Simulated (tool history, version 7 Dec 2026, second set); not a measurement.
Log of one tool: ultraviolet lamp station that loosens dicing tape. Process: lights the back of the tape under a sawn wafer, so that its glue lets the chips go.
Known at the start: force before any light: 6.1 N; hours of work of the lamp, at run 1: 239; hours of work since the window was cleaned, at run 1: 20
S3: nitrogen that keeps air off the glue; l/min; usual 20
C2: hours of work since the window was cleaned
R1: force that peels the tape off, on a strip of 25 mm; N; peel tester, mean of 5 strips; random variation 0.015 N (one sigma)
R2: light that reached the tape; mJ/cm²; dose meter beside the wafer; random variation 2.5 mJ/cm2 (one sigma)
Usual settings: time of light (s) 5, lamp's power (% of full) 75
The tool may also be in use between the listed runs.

Run 1, hour 0.0: usual settings; hours of work of the lamp 239; C2 20. Result: R1 0.759 N, R2 278 mJ/cm².
Run 2, hour 9.3: usual settings; hours of work of the lamp 245; C2 26. Result: R1 0.784 N, R2 275 mJ/cm².
Run 3, hour 16.0: usual settings; hours of work of the lamp 249; C2 30. Result: R1 0.794 N, R2 271 mJ/cm².
Run 4, hour 24.4: usual settings; hours of work of the lamp 255; C2 36. Result: R1 0.765 N, R2 276 mJ/cm².
Run 5, hour 28.4: usual settings; hours of work of the lamp 257; C2 38. Result: R1 0.787 N, R2 276 mJ/cm².
Run 6, hour 33.4: usual settings but lamp's power (% of full) 76; hours of work of the lamp 261; C2 42. Result: R1 0.784 N, R2 277 mJ/cm².
Run 7, hour 37.5: usual settings but lamp's power (% of full) 76; hours of work of the lamp 263; C2 44. Result: R1 0.805 N, R2 275 mJ/cm².
Run 8, hour 44.4: usual settings but lamp's power (% of full) 76; hours of work of the lamp 268; C2 49. Result: R1 0.796 N, R2 277 mJ/cm².
Run 9, hour 50.0: usual settings but lamp's power (% of full) 76; hours of work of the lamp 271; C2 52. Result: R1 0.781 N, R2 275 mJ/cm².
Run 10, hour 57.2: usual settings; hours of work of the lamp 276; C2 57. Result: R1 0.784 N, R2 270 mJ/cm².
At hour 58.5: window cleaned of glue's vapour.
Run 11, hour 62.0: usual settings; hours of work of the lamp 279; C2 2. Result: R1 0.844 N, R2 264 mJ/cm².
Run 12, hour 70.1: usual settings; hours of work of the lamp 284; C2 7. Result: R1 0.840 N, R2 267 mJ/cm².
Run 13, hour 73.9: usual settings but time of light (s) 3, lamp's power (% of full) 85; hours of work of the lamp 286; C2 10. Result: R1 1.514 N, R2 179 mJ/cm².
At hour 76.2: window cleaned of glue's vapour, once more.
Run 14, hour 82.3: usual settings but time of light (s) 9, lamp's power (% of full) 67, S3 32 l/min; hours of work of the lamp 291; C2 4. Result: R1 0.265 N, R2 439 mJ/cm².
Run 15, hour 90.3: usual settings but time of light (s) 2, lamp's power (% of full) 90; hours of work of the lamp 296; C2 9. Result: R1 2.112 N, R2 131 mJ/cm².
Run 16, hour 97.3: usual settings but S3 9 l/min; hours of work of the lamp 301; C2 13. Result: R1 1.229 N, R2 272 mJ/cm².
Run 17, hour 101.9: usual settings but time of light (s) 3, lamp's power (% of full) 78, S3 10 l/min; hours of work of the lamp 304; C2 16. Result: R1 2.063 N, R2 169 mJ/cm².
Run 18, hour 110.1: usual settings but time of light (s) 3, lamp's power (% of full) 78, S3 10 l/min; hours of work of the lamp 309; C2 22. Result: R1 2.116 N, R2 172 mJ/cm².
Run 19, hour 117.6: usual settings but time of light (s) 7, lamp's power (% of full) 76; hours of work of the lamp 314; C2 27. Result: R1 0.425 N, R2 379 mJ/cm².
Run 20, hour 125.7: usual settings but time of light (s) 6, lamp's power (% of full) 62, S3 17 l/min; hours of work of the lamp 319; C2 32. Result: R1 0.924 N, R2 270 mJ/cm².
Run 21, hour 130.6: usual settings but time of light (s) 7; hours of work of the lamp 322; C2 35. Result: R1 0.423 N, R2 382 mJ/cm².
Run 22, hour 135.7: usual settings but time of light (s) 7, lamp's power (% of full) 83; hours of work of the lamp 325; C2 38. Result: R1 0.360 N, R2 405 mJ/cm².
Run 23, hour 141.7: usual settings but S3 30 l/min; hours of work of the lamp 329; C2 42. Result: R1 0.667 N, R2 269 mJ/cm².
Run 24, hour 150.9: usual settings but time of light (s) 4, lamp's power (% of full) 100, S3 13 l/min; hours of work of the lamp 335; C2 48. Result: R1 0.952 N, R2 283 mJ/cm².

3 ways to go on from here, each from the tool as it stands after run 24. What would each give?
Run A, hour 158.9: usual settings but time of light (s) 7, lamp's power (% of full) 83, S3 28 l/min; hours of work of the lamp 340; C2 53. Result: R1 ?, R2 ?.
Run B, hour 158.9: usual settings but time of light (s) 10, lamp's power (% of full) 92; hours of work of the lamp 340; C2 53. Result: R1 ?, R2 ?.
Run C, hour 158.9: usual settings but time of light (s) 7, lamp's power (% of full) 97, S3 13 l/min; hours of work of the lamp 340; C2 53. Result: R1 ?, R2 ?.

run     R1   R2
  A  0.323  413
  B  0.198  657
  C  0.347  486
Without the tool's hidden state the same runs would have given:
run     R1   R2
  A  0.274  457
  B  0.186  726
  C  0.289  537

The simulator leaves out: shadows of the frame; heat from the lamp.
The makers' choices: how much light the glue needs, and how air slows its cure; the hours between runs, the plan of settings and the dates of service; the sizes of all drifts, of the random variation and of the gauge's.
